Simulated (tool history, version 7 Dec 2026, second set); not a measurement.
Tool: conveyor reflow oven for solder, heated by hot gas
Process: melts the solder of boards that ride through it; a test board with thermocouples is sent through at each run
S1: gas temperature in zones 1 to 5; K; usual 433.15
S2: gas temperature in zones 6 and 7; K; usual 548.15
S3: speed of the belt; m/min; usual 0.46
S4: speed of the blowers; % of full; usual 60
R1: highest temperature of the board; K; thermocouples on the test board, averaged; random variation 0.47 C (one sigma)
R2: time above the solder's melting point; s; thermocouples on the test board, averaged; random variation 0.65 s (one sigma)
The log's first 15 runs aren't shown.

{"run": 16, "hour": 448.5, "S1": 433.15, "S2": 548.15, "S3": 0.46, "S4": 60, "R1": 523.95, "R2": 69.3}
{"run": 17, "hour": 478.9, "S1": 442.15, "S2": 548.15, "S3": 0.46, "S4": 60, "R1": 525.85, "R2": 75.3}
{"run": 18, "hour": 500.6, "S1": 442.15, "S2": 561.15, "S3": 0.46, "S4": 62, "R1": 537.65, "R2": 84.7}
{"run": 19, "hour": 524.4, "S1": 442.15, "S2": 561.15, "S3": 0.46, "S4": 62, "R1": 537.45, "R2": 85.6}
{"run": 20, "hour": 539.1, "S1": 442.15, "S2": 561.15, "S3": 0.46, "S4": 62, "R1": 538.15, "R2": 85.6}
{"run": 21, "hour": 561.2, "S1": 419.15, "S2": 536.15, "S3": 0.46, "S4": 62, "R1": 511.55, "R2": 48.3}
{"hour": 575.1, "done": "belt drive overhauled, speed set with a stopwatch"}
{"run": 22, "hour": 595.5, "S1": 419.15, "S2": 536.15, "S3": 0.46, "S4": 62, "R1": 511.95, "R2": 47.5}
{"run": 23, "hour": 623.0, "S1": 433.15, "S2": 548.15, "S3": 0.46, "S4": 71, "R1": 527.65, "R2": 73}
{"hour": 660.8, "done": "flux residue cleaned out of gas plates and filters"}
{"run": 24, "hour": 662.8, "S1": 429.15, "S2": 548.15, "S3": 0.418, "S4": 74, "R1": 531.25, "R2": 83.6}
{"run": 25, "hour": 696.4, "S1": 433.15, "S2": 538.15, "S3": 0.446, "S4": 69, "R1": 518.75, "R2": 65.8}
{"run": 26, "hour": 720.8, "S1": 433.15, "S2": 538.15, "S3": 0.427, "S4": 62, "R1": 518.55, "R2": 70.2}
{"run": 27, "hour": 754.8, "S1": 446.15, "S2": 538.15, "S3": 0.427, "S4": 70, "R1": 523.35, "R2": 80.7}
{"run": 28, "hour": 779.3, "S1": 437.15, "S2": 548.15, "S3": 0.46, "S4": 60, "R1": 524.55, "R2": 71.3}
{"run": 29, "hour": 800.7, "S1": 437.15, "S2": 548.15, "S3": 0.46, "S4": 60, "R1": 524.35, "R2": 70.6}
{"run": 30, "hour": 820.7, "S1": 448.15, "S2": 548.15, "S3": 0.417, "S4": 60, "R1": 530.35, "R2": 91.5}

3 ways to go on from here, each from the tool as it stands after run 30. What would each give?
{"run": "A", "hour": 846.6, "S1": 426.15, "S2": 548.15, "S3": 0.46, "S4": 60, "R1": "?", "R2": "?"}
{"run": "B", "hour": 846.6, "S1": 419.15, "S2": 557.15, "S3": 0.417, "S4": 71, "R1": "?", "R2": "?"}
{"run": "C", "hour": 846.6, "S1": 433.15, "S2": 548.15, "S3": 0.522, "S4": 51, "R1": "?", "R2": "?"}

run=A R1=523.35 R2=63.4
run=B R1=536.65 R2=85.3
run=C R1=514.35 R2=46.9
Without the tool's hidden state the same runs would have given:
run=A R1=523.55 R2=63.6
run=B R1=536.85 R2=85.5
run=C R1=514.55 R2=47.1

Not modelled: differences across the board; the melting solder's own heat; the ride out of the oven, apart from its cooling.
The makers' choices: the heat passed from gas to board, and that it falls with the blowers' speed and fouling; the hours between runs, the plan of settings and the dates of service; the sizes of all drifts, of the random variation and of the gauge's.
